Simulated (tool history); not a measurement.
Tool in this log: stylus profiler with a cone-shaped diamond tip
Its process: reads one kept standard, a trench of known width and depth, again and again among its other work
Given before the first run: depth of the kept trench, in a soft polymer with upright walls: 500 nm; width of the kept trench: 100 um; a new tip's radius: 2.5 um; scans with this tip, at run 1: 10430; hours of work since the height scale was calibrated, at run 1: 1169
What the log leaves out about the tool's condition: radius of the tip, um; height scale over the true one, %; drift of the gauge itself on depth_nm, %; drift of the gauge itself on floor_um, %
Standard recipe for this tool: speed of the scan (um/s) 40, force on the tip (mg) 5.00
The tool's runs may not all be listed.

run	hour	speed of the scan (um/s)	force on the tip (mg)	scans with this tip	hours of work since the height scale was calibrated	depth of the trench (angstrom)	width of the trench's floor (µm)
1	0.0	40	5.00	10430	1169	5099.9	95.94
2	15.5	29	5.00	10504	1178	5100.7	96.01
3	24.2	29	5.00	10546	1182	5096.8	95.98
4	37.0	29	5.00	10608	1189	5095.2	95.98
5	47.2	29	5.00	10657	1195	5095.9	95.95
6	61.3	114	5.00	10725	1202	5096.7	95.79
7	71.2	114	5.00	10772	1207	5095.0	95.75
8	82.4	40	9.14	10826	1214	5159.9	95.96
9	94.7	21	5.00	10885	1220	5097.4	95.97
10	107.6	21	5.00	10947	1227	5094.1	95.97
11	119.5	21	5.00	11004	1234	5095.1	95.99
12	128.1	21	5.00	11046	1238	5098.2	95.96
13	137.3	21	5.00	11089	1243	5097.8	96.01
14	148.6	21	5.00	11144	1249	5093.6	96.02
15	160.9	21	5.00	11203	1256	5095.6	95.98
16	170.9	21	5.00	11251	1261	5097.9	95.96
# hour 172.3: height scale calibrated on a step standard
# hour 176.4: new tip fitted, height scale calibrated
17	185.3	21	5.00	44	5	5131.9	96.94
18	192.8	39	2.79	80	9	5088.4	96.85
19	203.8	11	1.83	132	15	5065.8	96.90
20	215.9	11	1.83	190	21	5064.0	96.90
# hour 217.5: height scale calibrated on a step standard, once more
21	228.5	11	1.83	248	6	5062.2	96.91
22	240.1	11	1.83	304	12	5062.1	96.87
23	249.0	92	13.40	347	17	5245.5	96.84
24	261.6	92	13.40	408	24	5247.0	96.79
25	275.1	141	5.00	472	31	5124.3	96.56
26	288.4	141	5.00	536	38	5122.0	96.56
27	303.4	40	5.42	608	46	5134.6	96.76

Here are 4 independent what-if runs from the current tool condition. What would each one return?
A	317.7	40	7.86	677	54	?	?
B	317.7	40	9.58	677	54	?	?
C	317.7	40	6.40	677	54	?	?
D	317.7	21	3.40	677	54	?	?

run	depth of the trench (angstrom)	width of the trench's floor (µm)
A	5171.1	96.78
B	5195.7	96.88
C	5148.3	96.83
D	5094.1	96.85
The same runs, with their run-to-run variation unchanged, on a tool lacking any hidden condition would have given:
run	depth of the trench (angstrom)	width of the trench's floor (µm)
A	5174.1	96.87
B	5198.8	96.97
C	5151.3	96.92
D	5097.1	96.94
